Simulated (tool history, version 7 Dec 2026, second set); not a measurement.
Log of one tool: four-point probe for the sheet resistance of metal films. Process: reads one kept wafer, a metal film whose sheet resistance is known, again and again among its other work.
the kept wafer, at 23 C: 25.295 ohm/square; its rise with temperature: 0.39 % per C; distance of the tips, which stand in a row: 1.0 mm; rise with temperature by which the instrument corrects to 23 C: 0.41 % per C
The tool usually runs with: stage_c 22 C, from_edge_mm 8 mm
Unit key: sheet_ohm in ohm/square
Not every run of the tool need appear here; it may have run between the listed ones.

{"run": 1, "day": 0.0, "stage_c": 22, "from_edge_mm": 8, "sheet_ohm": 25.872663}
{"run": 2, "day": 1.529, "stage_c": 22, "from_edge_mm": 8, "sheet_ohm": 25.880617}
{"run": 3, "day": 4.129, "stage_c": 24, "from_edge_mm": 8, "sheet_ohm": 25.878831}
{"run": 4, "day": 7.171, "stage_c": 24, "from_edge_mm": 8, "sheet_ohm": 25.88187}
{"run": 5, "day": 9.662, "stage_c": 22, "from_edge_mm": 13, "sheet_ohm": 25.761644}
{"run": 6, "day": 12.417, "stage_c": 22, "from_edge_mm": 13, "sheet_ohm": 25.771261}
{"run": 7, "day": 15.079, "stage_c": 22, "from_edge_mm": 13, "sheet_ohm": 25.770061}
{"run": 8, "day": 17.229, "stage_c": 22, "from_edge_mm": 13, "sheet_ohm": 25.787993}
{"day": 19.733, "done": "new probe head fitted"}
{"run": 9, "day": 20.796, "stage_c": 22, "from_edge_mm": 13, "sheet_ohm": 25.397889}
{"run": 10, "day": 22.354, "stage_c": 22, "from_edge_mm": 8, "sheet_ohm": 25.535758}
{"run": 11, "day": 25.404, "stage_c": 22, "from_edge_mm": 8, "sheet_ohm": 25.539881}
{"run": 12, "day": 27.867, "stage_c": 22, "from_edge_mm": 8, "sheet_ohm": 25.548442}
{"run": 13, "day": 29.508, "stage_c": 22, "from_edge_mm": 8, "sheet_ohm": 25.570872}
{"run": 14, "day": 31.242, "stage_c": 22, "from_edge_mm": 8, "sheet_ohm": 25.56861}
{"run": 15, "day": 34.908, "stage_c": 22, "from_edge_mm": 4, "sheet_ohm": 26.177593}
{"run": 16, "day": 38.588, "stage_c": 22, "from_edge_mm": 4, "sheet_ohm": 26.19604}
{"run": 17, "day": 40.375, "stage_c": 22, "from_edge_mm": 4, "sheet_ohm": 26.196851}
{"run": 18, "day": 42.175, "stage_c": 22, "from_edge_mm": 4, "sheet_ohm": 26.205782}
{"run": 19, "day": 45.196, "stage_c": 22, "from_edge_mm": 8, "sheet_ohm": 25.593898}
{"run": 20, "day": 48.596, "stage_c": 22, "from_edge_mm": 8, "sheet_ohm": 25.61264}
{"run": 21, "day": 51.888, "stage_c": 31, "from_edge_mm": 8, "sheet_ohm": 25.566822}
{"run": 22, "day": 54.671, "stage_c": 31, "from_edge_mm": 8, "sheet_ohm": 25.569235}
{"run": 23, "day": 56.612, "stage_c": 31, "from_edge_mm": 8, "sheet_ohm": 25.56688}
{"run": 24, "day": 59.696, "stage_c": 31, "from_edge_mm": 8, "sheet_ohm": 25.58847}
{"run": 25, "day": 63.342, "stage_c": 31, "from_edge_mm": 8, "sheet_ohm": 25.596103}
{"run": 26, "day": 66.25, "stage_c": 24, "from_edge_mm": 32, "sheet_ohm": 25.433179}
{"run": 27, "day": 68.946, "stage_c": 34, "from_edge_mm": 7, "sheet_ohm": 25.661068}
{"run": 28, "day": 72.088, "stage_c": 26, "from_edge_mm": 8, "sheet_ohm": 25.635605}
{"run": 29, "day": 75.717, "stage_c": 18, "from_edge_mm": 4, "sheet_ohm": 26.300215}
{"run": 30, "day": 77.867, "stage_c": 33, "from_edge_mm": 19, "sheet_ohm": 25.439707}
{"run": 31, "day": 81.254, "stage_c": 31, "from_edge_mm": 65, "sheet_ohm": 25.429954}
{"run": 32, "day": 83.146, "stage_c": 21, "from_edge_mm": 34, "sheet_ohm": 25.477919}
{"run": 33, "day": 85.392, "stage_c": 24, "from_edge_mm": 5, "sheet_ohm": 25.998425}
{"run": 34, "day": 87.671, "stage_c": 24, "from_edge_mm": 5, "sheet_ohm": 26.003022}
{"run": 35, "day": 90.229, "stage_c": 24, "from_edge_mm": 5, "sheet_ohm": 26.005527}
{"run": 36, "day": 93.662, "stage_c": 19, "from_edge_mm": 46, "sheet_ohm": 25.513965}
{"run": 37, "day": 95.325, "stage_c": 22, "from_edge_mm": 46, "sheet_ohm": 25.502186}

Run 38 has not been measured yet. What should we expect?
{"run": 38, "day": 97.433, "stage_c": 25, "from_edge_mm": 27, "sheet_ohm": "?"}

Run 38 came out at sheet_ohm 25.511849 ohm/square.
The same run, on a tool lacking any hidden state, would have yielded sheet_ohm 25.311016 ohm/square.
